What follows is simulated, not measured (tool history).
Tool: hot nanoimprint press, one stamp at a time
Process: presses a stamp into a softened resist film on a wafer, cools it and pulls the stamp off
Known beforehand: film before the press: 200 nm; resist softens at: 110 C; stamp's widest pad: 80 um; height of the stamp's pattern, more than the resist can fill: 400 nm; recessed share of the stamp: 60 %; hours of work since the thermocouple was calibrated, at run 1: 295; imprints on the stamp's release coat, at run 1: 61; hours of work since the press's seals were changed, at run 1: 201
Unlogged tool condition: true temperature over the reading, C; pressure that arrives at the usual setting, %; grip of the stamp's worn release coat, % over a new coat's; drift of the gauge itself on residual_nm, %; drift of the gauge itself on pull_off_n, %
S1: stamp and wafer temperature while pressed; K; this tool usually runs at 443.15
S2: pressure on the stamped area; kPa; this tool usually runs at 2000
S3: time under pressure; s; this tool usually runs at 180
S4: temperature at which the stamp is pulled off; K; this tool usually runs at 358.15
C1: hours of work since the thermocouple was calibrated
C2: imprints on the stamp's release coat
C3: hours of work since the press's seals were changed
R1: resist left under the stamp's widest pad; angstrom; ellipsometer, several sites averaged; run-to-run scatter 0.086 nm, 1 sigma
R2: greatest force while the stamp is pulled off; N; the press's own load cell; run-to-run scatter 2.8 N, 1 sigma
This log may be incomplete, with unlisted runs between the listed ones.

run 1 hour=0 | S1=443.15 S2=2000 S3=180 S4=358.15 | C1=295 C2=61 C3=201 | R1=1140.3 R2=127
run 2 hour=10 | S1=443.15 S2=1930 S3=180 S4=358.15 | C1=300 C2=80 C3=205 | R1=1155.8 R2=126
run 3 hour=32.2 | S1=443.15 S2=1930 S3=180 S4=358.15 | C1=309 C2=123 C3=214 | R1=1154.2 R2=131
run 4 hour=54.3 | S1=443.15 S2=2000 S3=180 S4=358.15 | C1=318 C2=166 C3=224 | R1=1139.1 R2=136
run 5 hour=74.8 | S1=443.15 S2=2000 S3=180 S4=358.15 | C1=326 C2=206 C3=232 | R1=1137.7 R2=133
run 6 hour=87.7 | S1=453.15 S2=2000 S3=180 S4=358.15 | C1=332 C2=231 C3=237 | R1=834.2 R2=133
run 7 hour=99.3 | S1=443.15 S2=2000 S3=180 S4=358.15 | C1=336 C2=254 C3=242 | R1=1136.9 R2=137
run 8 hour=117.6 | S1=443.15 S2=2000 S3=180 S4=358.15 | C1=344 C2=289 C3=250 | R1=1138.6 R2=137
run 9 hour=133.3 | S1=443.15 S2=2000 S3=180 S4=358.15 | C1=351 C2=320 C3=256 | R1=1135.7 R2=134
run 10 hour=156.3 | S1=443.15 S2=2000 S3=180 S4=358.15 | C1=360 C2=364 C3=266 | R1=1136.4 R2=140
run 11 hour=180.1 | S1=443.15 S2=2300 S3=180 S4=358.15 | C1=370 C2=410 C3=276 | R1=1075.4 R2=144
run 12 hour=203.2 | S1=443.15 S2=2000 S3=180 S4=365.15 | C1=379 C2=455 C3=285 | R1=1136 R2=124
run 13 hour=219.5 | S1=443.15 S2=2000 S3=180 S4=365.15 | C1=386 C2=487 C3=292 | R1=1135.7 R2=123
run 14 hour=236.1 | S1=443.15 S2=2000 S3=180 S4=365.15 | C1=393 C2=519 C3=299 | R1=1135.3 R2=122
run 15 hour=251.9 | S1=443.15 S2=2000 S3=180 S4=365.15 | C1=400 C2=550 C3=305 | R1=1135.7 R2=123
-- hour=256.1 plate thermocouple calibrated
run 16 hour=271.5 | S1=448.15 S2=3190 S3=227 S4=347.15 | C1=6 C2=582 C3=312 | R1=718.4 R2=181
run 17 hour=287.2 | S1=434.15 S2=1360 S3=174 S4=361.15 | C1=13 C2=612 C3=319 | R1=1604.5 R2=139
run 18 hour=311.6 | S1=434.15 S2=2000 S3=180 S4=358.15 | C1=23 C2=660 C3=329 | R1=1453.1 R2=146
run 19 hour=329.6 | S1=434.15 S2=2000 S3=180 S4=358.15 | C1=30 C2=695 C3=336 | R1=1453.2 R2=151
run 20 hour=352.1 | S1=434.15 S2=1470 S3=180 S4=351.15 | C1=40 C2=738 C3=345 | R1=1570.1 R2=179
run 21 hour=371.2 | S1=434.15 S2=1470 S3=180 S4=351.15 | C1=48 C2=775 C3=353 | R1=1567.8 R2=180
-- hour=379.8 plate thermocouple calibrated, once more
run 22 hour=384.1 | S1=453.15 S2=2000 S3=104 S4=358.15 | C1=2 C2=795 C3=357 | R1=1040.9 R2=154
run 23 hour=407.5 | S1=453.15 S2=1610 S3=212 S4=348.15 | C1=11 C2=840 C3=367 | R1=882 R2=193
run 24 hour=422.7 | S1=453.15 S2=1610 S3=212 S4=348.15 | C1=18 C2=870 C3=373 | R1=881.7 R2=211
run 25 hour=432.7 | S1=450.15 S2=1590 S3=130 S4=353.15 | C1=22 C2=889 C3=378 | R1=1150.1 R2=182
run 26 hour=446.1 | S1=450.15 S2=1590 S3=130 S4=353.15 | C1=27 C2=915 C3=383 | R1=1147.4 R2=189
run 27 hour=467.5 | S1=450.15 S2=1590 S3=130 S4=353.15 | C1=36 C2=956 C3=392 | R1=1148 R2=181
run 28 hour=483.8 | S1=438.15 S2=2000 S3=113 S4=358.15 | C1=43 C2=988 C3=399 | R1=1496.5 R2=172
run 29 hour=505.6 | S1=453.15 S2=2000 S3=180 S4=358.15 | C1=52 C2=1031 C3=408 | R1=851.4 R2=168
run 30 hour=522.4 | S1=453.15 S2=2000 S3=180 S4=358.15 | C1=59 C2=1063 C3=415 | R1=849.1 R2=177

Per-run results on a tool with no hidden state, each run keeping its own random variation:
run=1 R1=1158.3 R2=126
run=2 R1=1174.2 R2=125
run=3 R1=1172.8 R2=128
run=4 R1=1157.9 R2=132
run=5 R1=1156.7 R2=127
run=6 R1=848.2 R2=127
run=7 R1=1156.3 R2=129
run=8 R1=1158.2 R2=128
run=9 R1=1155.5 R2=124
run=10 R1=1156.5 R2=128
run=11 R1=1094.5 R2=130
run=12 R1=1156.6 R2=111
run=13 R1=1156.5 R2=109
run=14 R1=1156.3 R2=107
run=15 R1=1157 R2=107
run=16 R1=732.6 R2=155
run=17 R1=1628.7 R2=119
run=18 R1=1480.3 R2=123
run=19 R1=1480.6 R2=126
run=20 R1=1596.4 R2=148
run=21 R1=1594.4 R2=147
run=22 R1=1037.2 R2=123
run=23 R1=880.4 R2=153
run=24 R1=880.2 R2=166
run=25 R1=1149 R2=143
run=26 R1=1146.4 R2=147
run=27 R1=1147.3 R2=139
run=28 R1=1495.6 R2=131
run=29 R1=849.2 R2=127
run=30 R1=847 R2=132
